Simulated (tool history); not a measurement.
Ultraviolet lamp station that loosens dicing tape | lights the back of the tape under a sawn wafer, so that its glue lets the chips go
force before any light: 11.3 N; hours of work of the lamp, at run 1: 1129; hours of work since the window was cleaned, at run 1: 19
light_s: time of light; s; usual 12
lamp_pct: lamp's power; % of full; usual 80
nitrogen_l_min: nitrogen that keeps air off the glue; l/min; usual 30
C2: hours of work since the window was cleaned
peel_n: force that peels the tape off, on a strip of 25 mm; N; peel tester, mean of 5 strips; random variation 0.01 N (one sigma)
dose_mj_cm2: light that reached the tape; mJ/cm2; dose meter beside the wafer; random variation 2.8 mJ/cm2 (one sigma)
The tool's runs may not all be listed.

Run 1, day 0.000: usual settings; hours of work of the lamp 1129; C2 19. Result: peel_n 1.208 N, dose_mj_cm2 256 mJ/cm2.
Run 2, day 1.358: usual settings; hours of work of the lamp 1144; C2 35. Result: peel_n 1.252 N, dose_mj_cm2 257 mJ/cm2.
Run 3, day 3.621: usual settings; hours of work of the lamp 1170; C2 60. Result: peel_n 1.263 N, dose_mj_cm2 247 mJ/cm2.
Run 4, day 6.042: usual settings; hours of work of the lamp 1198; C2 88. Result: peel_n 1.341 N, dose_mj_cm2 251 mJ/cm2.
Run 5, day 7.721: usual settings; hours of work of the lamp 1217; C2 107. Result: peel_n 1.302 N, dose_mj_cm2 241 mJ/cm2.
Run 6, day 9.938: usual settings; hours of work of the lamp 1242; C2 132. Result: peel_n 1.399 N, dose_mj_cm2 241 mJ/cm2.
Run 7, day 11.383: usual settings but light_s 19 s; hours of work of the lamp 1259; C2 149. Result: peel_n 0.472 N, dose_mj_cm2 379 mJ/cm2.
Run 8, day 12.812: usual settings but light_s 19 s, nitrogen_l_min 51 l/min; hours of work of the lamp 1275; C2 165. Result: peel_n 0.261 N, dose_mj_cm2 376 mJ/cm2.
Run 9, day 14.946: usual settings but light_s 19 s, nitrogen_l_min 51 l/min; hours of work of the lamp 1299; C2 190. Result: peel_n 0.283 N, dose_mj_cm2 371 mJ/cm2.
Run 10, day 17.629: usual settings but light_s 19 s, nitrogen_l_min 51 l/min; hours of work of the lamp 1330; C2 220. Result: peel_n 0.282 N, dose_mj_cm2 368 mJ/cm2.
Run 11, day 20.104: usual settings but nitrogen_l_min 39 l/min; hours of work of the lamp 1358; C2 248. Result: peel_n 1.281 N, dose_mj_cm2 226 mJ/cm2.
Run 12, day 21.450: usual settings but lamp_pct 88 % of full; hours of work of the lamp 1374; C2 264. Result: peel_n 1.328 N, dose_mj_cm2 247 mJ/cm2.
Run 13, day 23.938: usual settings but light_s 20 s; hours of work of the lamp 1402; C2 292. Result: peel_n 0.494 N, dose_mj_cm2 370 mJ/cm2.
Run 14, day 26.179: usual settings; hours of work of the lamp 1428; C2 318. Result: peel_n 1.718 N, dose_mj_cm2 220 mJ/cm2.
Run 15, day 27.750: usual settings but nitrogen_l_min 23 l/min; hours of work of the lamp 1445; C2 336. Result: peel_n 2.099 N, dose_mj_cm2 217 mJ/cm2.
Run 16, day 29.921: usual settings but nitrogen_l_min 23 l/min; hours of work of the lamp 1470; C2 360. Result: peel_n 2.135 N, dose_mj_cm2 210 mJ/cm2.
Run 17, day 31.338: usual settings but nitrogen_l_min 38 l/min; hours of work of the lamp 1486; C2 376. Result: peel_n 1.463 N, dose_mj_cm2 211 mJ/cm2.
Run 18, day 33.492: usual settings; hours of work of the lamp 1511; C2 401. Result: peel_n 1.882 N, dose_mj_cm2 204 mJ/cm2.
At day 35.550: lamp changed.
Run 19, day 35.783: usual settings; hours of work of the lamp 3; C2 427. Result: peel_n 0.538 N, dose_mj_cm2 357 mJ/cm2.
At day 36.025: window cleaned of glue's vapour.
Run 20, day 37.308: usual settings but lamp_pct 96 % of full; hours of work of the lamp 20; C2 15. Result: peel_n 0.291 N, dose_mj_cm2 443 mJ/cm2.
Run 21, day 38.533: usual settings but light_s 14 s, lamp_pct 96 % of full; hours of work of the lamp 34; C2 29. Result: peel_n 0.157 N, dose_mj_cm2 518 mJ/cm2.
Run 22, day 40.017: usual settings but lamp_pct 62 % of full; hours of work of the lamp 51; C2 46. Result: peel_n 0.988 N, dose_mj_cm2 288 mJ/cm2.
Run 23, day 41.988: usual settings but light_s 13 s, lamp_pct 69 % of full, nitrogen_l_min 10 l/min; hours of work of the lamp 73; C2 68. Result: peel_n 1.742 N, dose_mj_cm2 342 mJ/cm2.
Run 24, day 43.842: usual settings but lamp_pct 87 % of full, nitrogen_l_min 44 l/min; hours of work of the lamp 94; C2 89. Result: peel_n 0.260 N, dose_mj_cm2 389 mJ/cm2.
Run 25, day 46.396: usual settings but lamp_pct 87 % of full, nitrogen_l_min 44 l/min; hours of work of the lamp 123; C2 118. Result: peel_n 0.293 N, dose_mj_cm2 381 mJ/cm2.
Run 26, day 49.279: usual settings but light_s 18 s, lamp_pct 69 % of full, nitrogen_l_min 26 l/min; hours of work of the lamp 156; C2 151. Result: peel_n 0.304 N, dose_mj_cm2 459 mJ/cm2.
Run 27, day 51.504: usual settings but light_s 18 s, lamp_pct 69 % of full, nitrogen_l_min 26 l/min; hours of work of the lamp 182; C2 176. Result: peel_n 0.319 N, dose_mj_cm2 453 mJ/cm2.
Run 28, day 53.012: usual settings but nitrogen_l_min 43 l/min; hours of work of the lamp 199; C2 194. Result: peel_n 0.392 N, dose_mj_cm2 344 mJ/cm2.
Run 29, day 54.954: usual settings but light_s 9 s, nitrogen_l_min 43 l/min; hours of work of the lamp 221; C2 216. Result: peel_n 0.937 N, dose_mj_cm2 257 mJ/cm2.
Run 30, day 56.917: usual settings but light_s 9 s, nitrogen_l_min 43 l/min; hours of work of the lamp 243; C2 238. Result: peel_n 0.922 N, dose_mj_cm2 259 mJ/cm2.
Run 31, day 58.746: usual settings but lamp_pct 88 % of full; hours of work of the lamp 264; C2 259. Result: peel_n 0.480 N, dose_mj_cm2 371 mJ/cm2.
Run 32, day 61.546: usual settings but lamp_pct 88 % of full; hours of work of the lamp 296; C2 291. Result: peel_n 0.506 N, dose_mj_cm2 366 mJ/cm2.
Run 33, day 63.412: usual settings but lamp_pct 99 % of full, nitrogen_l_min 38 l/min; hours of work of the lamp 317; C2 312. Result: peel_n 0.281 N, dose_mj_cm2 409 mJ/cm2.
Run 34, day 65.221: usual settings but light_s 18 s, lamp_pct 99 % of full, nitrogen_l_min 46 l/min; hours of work of the lamp 338; C2 333. Result: peel_n 0.082 N, dose_mj_cm2 606 mJ/cm2.
Run 35, day 67.096: usual settings but light_s 18 s, lamp_pct 94 % of full, nitrogen_l_min 60 l/min; hours of work of the lamp 359; C2 354. Result: peel_n 0.083 N, dose_mj_cm2 573 mJ/cm2.
Run 36, day 69.317: usual settings but light_s 14 s, lamp_pct 98 % of full, nitrogen_l_min 11 l/min; hours of work of the lamp 385; C2 380. Result: peel_n 0.847 N, dose_mj_cm2 467 mJ/cm2.
Run 37, day 70.717: usual settings but light_s 14 s, lamp_pct 98 % of full, nitrogen_l_min 11 l/min; hours of work of the lamp 401; C2 396. Result: peel_n 0.875 N, dose_mj_cm2 458 mJ/cm2.
Run 38, day 72.650: usual settings but lamp_pct 81 % of full, nitrogen_l_min 12 l/min; hours of work of the lamp 423; C2 418. Result: peel_n 1.694 N, dose_mj_cm2 320 mJ/cm2.
At day 73.838: window cleaned of glue's vapour.
Run 39, day 75.312: usual settings but lamp_pct 81 % of full, nitrogen_l_min 12 l/min; hours of work of the lamp 453; C2 17. Result: peel_n 1.573 N, dose_mj_cm2 328 mJ/cm2.
Run 40, day 76.679: usual settings but light_s 14 s, lamp_pct 100 % of full, nitrogen_l_min 44 l/min; hours of work of the lamp 469; C2 32. Result: peel_n 0.161 N, dose_mj_cm2 476 mJ/cm2.
Run 41, day 78.200: usual settings but light_s 14 s, lamp_pct 62 % of full, nitrogen_l_min 43 l/min; hours of work of the lamp 486; C2 50. Result: peel_n 0.626 N, dose_mj_cm2 293 mJ/cm2.
Run 42, day 80.442: usual settings but light_s 14 s, lamp_pct 62 % of full, nitrogen_l_min 43 l/min; hours of work of the lamp 511; C2 75. Result: peel_n 0.654 N, dose_mj_cm2 293 mJ/cm2.

Forecast each of these 3 alternatives for the next run:
Run A, day 82.854: usual settings but light_s 8 s, nitrogen_l_min 32 l/min; hours of work of the lamp 539; C2 103. Result: peel_n ?, dose_mj_cm2 ?.
Run B, day 82.854: usual settings but light_s 16 s, lamp_pct 60 % of full, nitrogen_l_min 14 l/min; hours of work of the lamp 539; C2 103. Result: peel_n ?, dose_mj_cm2 ?.
Run C, day 82.854: usual settings but light_s 14 s, lamp_pct 67 % of full, nitrogen_l_min 29 l/min; hours of work of the lamp 539; C2 103. Result: peel_n ?, dose_mj_cm2 ?.

run  peel_n  dose_mj_cm2
  A   1.695          214
  B   1.483          319
  C   0.831          310
Without the tool's hidden state the same runs would have given:
run  peel_n  dose_mj_cm2
  A   1.179          256
  B   1.007          381
  C   0.516          372
